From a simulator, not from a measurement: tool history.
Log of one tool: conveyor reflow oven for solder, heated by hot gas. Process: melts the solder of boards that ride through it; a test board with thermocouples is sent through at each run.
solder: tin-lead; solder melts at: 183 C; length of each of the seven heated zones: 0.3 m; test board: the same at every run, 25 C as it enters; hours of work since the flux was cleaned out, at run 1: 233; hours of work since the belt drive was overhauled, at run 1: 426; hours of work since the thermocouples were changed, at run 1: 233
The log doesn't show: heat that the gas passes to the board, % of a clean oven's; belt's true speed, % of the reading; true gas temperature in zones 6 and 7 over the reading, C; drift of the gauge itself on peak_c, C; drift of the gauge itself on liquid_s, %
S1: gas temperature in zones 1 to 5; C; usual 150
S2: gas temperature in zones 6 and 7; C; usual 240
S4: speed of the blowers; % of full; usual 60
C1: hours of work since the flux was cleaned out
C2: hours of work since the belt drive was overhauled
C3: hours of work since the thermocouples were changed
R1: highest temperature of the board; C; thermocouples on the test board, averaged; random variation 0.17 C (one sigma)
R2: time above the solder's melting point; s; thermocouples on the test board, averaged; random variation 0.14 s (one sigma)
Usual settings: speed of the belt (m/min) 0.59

Run 1, hour 0: usual settings; C1 233; C2 426; C3 233. Result: R1 215.2 C, R2 46.6 s.
Run 2, hour 26.8: usual settings; C1 248; C2 441; C3 248. Result: R1 214.9 C, R2 46.9 s.
Run 3, hour 76.8: usual settings but S1 159 C; C1 276; C2 469; C3 276. Result: R1 217.2 C, R2 51.6 s.
Run 4, hour 127.8: usual settings; C1 304; C2 497; C3 304. Result: R1 214.9 C, R2 46.5 s.
Run 5, hour 154.6: usual settings; C1 318; C2 511; C3 318. Result: R1 214.8 C, R2 46.5 s.
Run 6, hour 184.7: usual settings but S2 248 C; C1 335; C2 528; C3 335. Result: R1 220.7 C, R2 50.4 s.
Run 7, hour 229.7: usual settings but S2 248 C; C1 360; C2 553; C3 360. Result: R1 221 C, R2 50.4 s.
Run 8, hour 265.9: usual settings but speed of the belt (m/min) 0.678; C1 380; C2 573; C3 380. Result: R1 208.8 C, R2 35.4 s.
Run 9, hour 318.5: usual settings but speed of the belt (m/min) 0.678; C1 409; C2 602; C3 409. Result: R1 208.3 C, R2 35.3 s.
At hour 340.3: flux residue cleaned out of gas plates and filters.
Run 10, hour 355.2: usual settings; C1 8; C2 619; C3 426. Result: R1 213.3 C, R2 45.1 s.
Run 11, hour 384.1: usual settings; C1 24; C2 635; C3 442. Result: R1 212.9 C, R2 45.1 s.
Run 12, hour 425.6: usual settings; C1 47; C2 658; C3 465. Result: R1 212.5 C, R2 44.8 s.
Run 13, hour 448.2: usual settings; C1 59; C2 670; C3 477. Result: R1 212.9 C, R2 44.9 s.
Run 14, hour 491.8: usual settings; C1 83; C2 694; C3 501. Result: R1 212.7 C, R2 44.7 s.
At hour 517.3: flux residue cleaned out of gas plates and filters, once more.
Run 15, hour 530.6: usual settings but S2 237 C; C1 7; C2 713; C3 520. Result: R1 212.8 C, R2 45.5 s.
Run 16, hour 582.8: usual settings but S2 242 C, speed of the belt (m/min) 0.483; C1 36; C2 742; C3 549. Result: R1 223.7 C, R2 64.3 s.
Run 17, hour 615.3: usual settings but S2 242 C, speed of the belt (m/min) 0.545, S4 80 % of full; C1 54; C2 759; C3 567. Result: R1 226 C, R2 58.5 s.
Run 18, hour 643.5: usual settings but S2 237 C, S4 83 % of full; C1 69; C2 775; C3 582. Result: R1 219.9 C, R2 51.1 s.
Run 19, hour 695.3: usual settings but S4 69 % of full; C1 98; C2 804; C3 611. Result: R1 218.1 C, R2 49.6 s.
Run 20, hour 726.3: usual settings but S4 69 % of full; C1 115; C2 821; C3 628. Result: R1 218.3 C, R2 49.4 s.
At hour 735.5: thermocouples of zones 6 and 7 changed.
Run 21, hour 762: usual settings but S1 160 C, S4 69 % of full; C1 134; C2 839; C3 15. Result: R1 221.9 C, R2 55.2 s.
Run 22, hour 805.8: usual settings but S1 160 C, S4 69 % of full; C1 158; C2 863; C3 39. Result: R1 221.7 C, R2 55.3 s.
Run 23, hour 853.5: usual settings but S1 160 C, S4 69 % of full; C1 184; C2 889; C3 65. Result: R1 221.3 C, R2 55.3 s.
Run 24, hour 901.1: usual settings but S1 160 C, S4 69 % of full; C1 210; C2 916; C3 91. Result: R1 221.4 C, R2 54.9 s.
Run 25, hour 926.9: usual settings but S1 160 C, S4 69 % of full; C1 224; C2 930; C3 105. Result: R1 221.3 C, R2 55 s.
Run 26, hour 958.7: usual settings but S1 137 C, S2 244 C, speed of the belt (m/min) 0.516, S4 73 % of full; C1 242; C2 947; C3 123. Result: R1 225.6 C, R2 57.4 s.
Run 27, hour 999.8: usual settings but S1 137 C; C1 265; C2 970; C3 145. Result: R1 212 C, R2 40.6 s.
Run 28, hour 1043.1: usual settings but speed of the belt (m/min) 0.547; C1 288; C2 994; C3 169. Result: R1 218 C, R2 53.3 s.

Measured less the same run without the tool's hidden state. The same run-to-run variation is in both; the gauge's scatter may not be:
run    R1    R2
  1  -1.4    -1
  2  -1.4    -1
  3  -1.6    -1
  4  -1.9  -1.3
  5  -1.9  -1.3
  6  -2.1  -1.2
  7  -2.2  -1.3
  8  -2.5  -1.9
  9  -2.6  -2.1
 10  -3.5  -2.7
 11  -3.7  -2.8
 12  -3.8  -2.9
 13  -3.9    -3
 14    -4  -3.1
 15  -1.2  -0.7
 16  -1.5  -0.6
 17  -1.7  -0.5
 18  -1.8  -0.7
 19  -1.9  -0.8
 20    -2  -0.9
 21  -0.5    +0
 22  -0.7    +0
 23  -0.9  -0.2
 24    -1  -0.2
 25  -1.1  -0.3
 26  -1.3  -0.4
 27  -1.4  -0.9
 28  -1.4  -0.7
